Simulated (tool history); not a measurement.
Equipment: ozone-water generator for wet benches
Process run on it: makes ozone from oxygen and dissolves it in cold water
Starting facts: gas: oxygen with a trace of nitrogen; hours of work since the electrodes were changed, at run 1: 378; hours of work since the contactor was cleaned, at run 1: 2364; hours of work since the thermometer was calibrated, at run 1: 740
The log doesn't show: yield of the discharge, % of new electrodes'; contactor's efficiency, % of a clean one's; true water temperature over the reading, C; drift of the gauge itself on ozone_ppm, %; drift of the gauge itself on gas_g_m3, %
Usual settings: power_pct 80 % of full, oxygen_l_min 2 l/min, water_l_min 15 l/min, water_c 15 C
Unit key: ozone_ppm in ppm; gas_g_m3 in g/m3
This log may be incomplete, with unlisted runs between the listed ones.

run      day  power_pct  oxygen_l_min  water_l_min  water_c  hours of work since the electrodes were changed  hours of work since the contactor was cleaned  hours of work since the thermometer was calibrated  ozone_ppm  gas_g_m3
  1        0         80             2           15       15                                              378                                           2364                                                 740       14.2     198.3
  2    6.496         80             2           15       15                                              485                                           2472                                                 847       14.2     198.7
  3   12.267         80             2           15       15                                              581                                           2567                                                 943         14     197.7
  4   17.583         80             2           15       15                                              669                                           2655                                                1031       13.9     196.2
  5   21.854         80             2           15       15                                              740                                           2726                                                1101       14.1     197.7
  6   29.096         80             2           15       15                                              859                                           2846                                                1221       13.9     195.2
  7   32.675         80             2           15       13                                              919                                           2905                                                1280       14.4     196.2
  8   36.029         80             2           15       13                                              974                                           2961                                                1336       14.2     196.3
  9   40.021         80             2           15       15                                             1040                                           3027                                                1402       13.8     196.7
 10   46.979         80             2           15       15                                             1155                                           3142                                                1517       13.7     195.5
 11   54.142         80             2           15       15                                             1274                                           3260                                                1636       13.6     194.6
 12   58.783         80             2           15       15                                             1351                                           3337                                                1713       13.8     191.3
 13   66.458         80             2           15       15                                             1478                                           3464                                                1840       13.6     192.4
 14   74.679         80             2           15       15                                             1614                                           3600                                                1976       13.5     192.4
 15   81.346         80             2           15       15                                             1724                                           3710                                                2086       13.3     192.6
 16   87.783         80          3.51           15       15                                             1830                                           3817                                                2192       15.1     149.9
 17   95.746         80          3.51           15       15                                             1962                                           3949                                                2324       15.1     149.1
      96.292  -- water thermometer calibrated
 18   99.858         60          3.47           24       15                                             2030                                           4016                                                  59        7.7     121.6
 19  107.079         80          1.28           15        9                                             2149                                           4136                                                 178       11.9     231.5
 20  114.092         45          1.28           18        9                                             2265                                           4252                                                 295        6.2     150.4
 21  120.721         80             2           23       15                                             2375                                           4362                                                 404        8.1     188.8
 22  125.262         80          2.92           10        7                                             2450                                           4437                                                 479       22.3     159.1
 23  132.538         80          2.31           16       10                                             2571                                           4557                                                 600       13.2     174.9
     138.175  -- water thermometer calibrated, once more
 24  138.175         80          1.33           16       10                                             2664                                           4650                                                   0       10.9     224.6
 25  145.917         80          1.33           16       10                                             2792                                           4778                                                 128       10.9     225.5
 26  149.704         80             2           22       16                                             2854                                           4841                                                 191        8.4     185.4
 27   156.25         80             2           15       13                                             2963                                           4949                                                 299       13.1       187
 28  161.358         80             2           15       13                                             3047                                           5034                                                 384         13       186
 29  165.279         64             2           22        8                                             3112                                           5099                                                 449        7.5     157.7
 30  172.708         80             2           15        8                                             3235                                           5222                                                 571       13.4     184.4
 31  179.092         78             2            9       15                                             3341                                           5327                                                 677       19.6       181
 32  183.746         78             2            9       15                                             3418                                           5404                                                 754       19.3     180.4
 33  187.996         58             2            9       15                                             3488                                           5475                                                 824       15.7     145.4

Here are 4 independent what-if runs from the current tool condition. What would each one return?
  A  195.883         71             2           17       16                                             3619                                           5605                                                 955          ?         ?
  B  195.883         69             2           15       15                                             3619                                           5605                                                 955          ?         ?
  C  195.883         58          2.78            9       15                                             3619                                           5605                                                 955          ?         ?
  D  195.883         80           1.9           15       15                                             3619                                           5605                                                 955          ?         ?

run  ozone_ppm  gas_g_m3
  A        9.9       167
  B       10.9     163.9
  C       16.4     125.5
  D       12.2       186
Without the tool's hidden state the same runs would have given:
run  ozone_ppm  gas_g_m3
  A       11.8     183.8
  B         13       180
  C       18.9     136.2
  D       14.6     206.4
